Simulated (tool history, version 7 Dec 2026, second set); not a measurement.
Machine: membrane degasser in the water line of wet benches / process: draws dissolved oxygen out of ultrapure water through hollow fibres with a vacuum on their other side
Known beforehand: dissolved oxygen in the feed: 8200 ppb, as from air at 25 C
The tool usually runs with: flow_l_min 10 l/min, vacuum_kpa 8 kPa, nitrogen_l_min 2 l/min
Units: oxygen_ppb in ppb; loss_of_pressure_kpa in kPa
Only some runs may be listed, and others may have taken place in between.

Run 1, hour 0: usual settings. Result: oxygen_ppb 66.8 ppb, loss_of_pressure_kpa 48.08 kPa.
Run 2, hour 200.9: usual settings but nitrogen_l_min 1.13 l/min. Result: oxygen_ppb 112.7 ppb, loss_of_pressure_kpa 47.67 kPa.
Run 3, hour 453.4: usual settings. Result: oxygen_ppb 67 ppb, loss_of_pressure_kpa 47.91 kPa.
Run 4, hour 665.4: usual settings but flow_l_min 15 l/min. Result: oxygen_ppb 104.1 ppb, loss_of_pressure_kpa 72.12 kPa.
Run 5, hour 826.7: usual settings but flow_l_min 6 l/min. Result: oxygen_ppb 40.2 ppb, loss_of_pressure_kpa 28.94 kPa.
Run 6, hour 1161.6: usual settings but flow_l_min 6 l/min. Result: oxygen_ppb 39.7 ppb, loss_of_pressure_kpa 29.02 kPa.
Run 7, hour 1486.6: usual settings but nitrogen_l_min 1.08 l/min. Result: oxygen_ppb 117.9 ppb, loss_of_pressure_kpa 48.31 kPa.
Run 8, hour 1688.2: usual settings but flow_l_min 6 l/min. Result: oxygen_ppb 40.4 ppb, loss_of_pressure_kpa 29.15 kPa.
At hour 1962.6: vacuum gauge calibrated.
Run 9, hour 1970.5: usual settings but flow_l_min 8 l/min, vacuum_kpa 7.03 kPa, nitrogen_l_min 3.18 l/min. Result: oxygen_ppb 26.1 ppb, loss_of_pressure_kpa 38.62 kPa.
Run 10, hour 2144.3: usual settings but flow_l_min 8 l/min, vacuum_kpa 7.63 kPa, nitrogen_l_min 4.01 l/min. Result: oxygen_ppb 25 ppb, loss_of_pressure_kpa 38.4 kPa.
Run 11, hour 2383.4: usual settings but flow_l_min 8 l/min, vacuum_kpa 6.67 kPa. Result: oxygen_ppb 37.6 ppb, loss_of_pressure_kpa 38.45 kPa.
Run 12, hour 2720.3: usual settings but flow_l_min 8 l/min, vacuum_kpa 6.67 kPa. Result: oxygen_ppb 37 ppb, loss_of_pressure_kpa 38.74 kPa.
Run 13, hour 3068.6: usual settings but flow_l_min 8 l/min, vacuum_kpa 6.67 kPa. Result: oxygen_ppb 37.7 ppb, loss_of_pressure_kpa 38.74 kPa.
At hour 3367.8: seals of the vacuum lines changed.
Run 14, hour 3407.1: usual settings but flow_l_min 12 l/min, vacuum_kpa 5.2 kPa. Result: oxygen_ppb 36.4 ppb, loss_of_pressure_kpa 58.11 kPa.

Forecast each of these 5 alternatives for the next run:
Run A, hour 3609.4: usual settings but flow_l_min 7 l/min, vacuum_kpa 12.78 kPa, nitrogen_l_min 1.21 l/min. Result: oxygen_ppb ?, loss_of_pressure_kpa ?.
Run B, hour 3609.4: usual settings but flow_l_min 9 l/min, vacuum_kpa 7.06 kPa, nitrogen_l_min 2.27 l/min. Result: oxygen_ppb ?, loss_of_pressure_kpa ?.
Run C, hour 3609.4: usual settings but flow_l_min 16 l/min, vacuum_kpa 14.16 kPa, nitrogen_l_min 1.4 l/min. Result: oxygen_ppb ?, loss_of_pressure_kpa ?.
Run D, hour 3609.4: usual settings but flow_l_min 11 l/min, nitrogen_l_min 1.48 l/min. Result: oxygen_ppb ?, loss_of_pressure_kpa ?.
Run E, hour 3609.4: usual settings but flow_l_min 8 l/min, vacuum_kpa 12.97 kPa, nitrogen_l_min 0.82 l/min. Result: oxygen_ppb ?, loss_of_pressure_kpa ?.

run  oxygen_ppb  loss_of_pressure_kpa
  A       136.1                 33.77
  B          41                 43.66
  C       301.3                 77.59
  D          92                 53.33
  E       222.2                 38.51
With no hidden state in the tool, these same runs would have given:
run  oxygen_ppb  loss_of_pressure_kpa
  A       134.8                 32.36
  B        39.8                 41.85
  C       296.8                 74.37
  D        89.9                 51.12
  E       220.4                 36.91
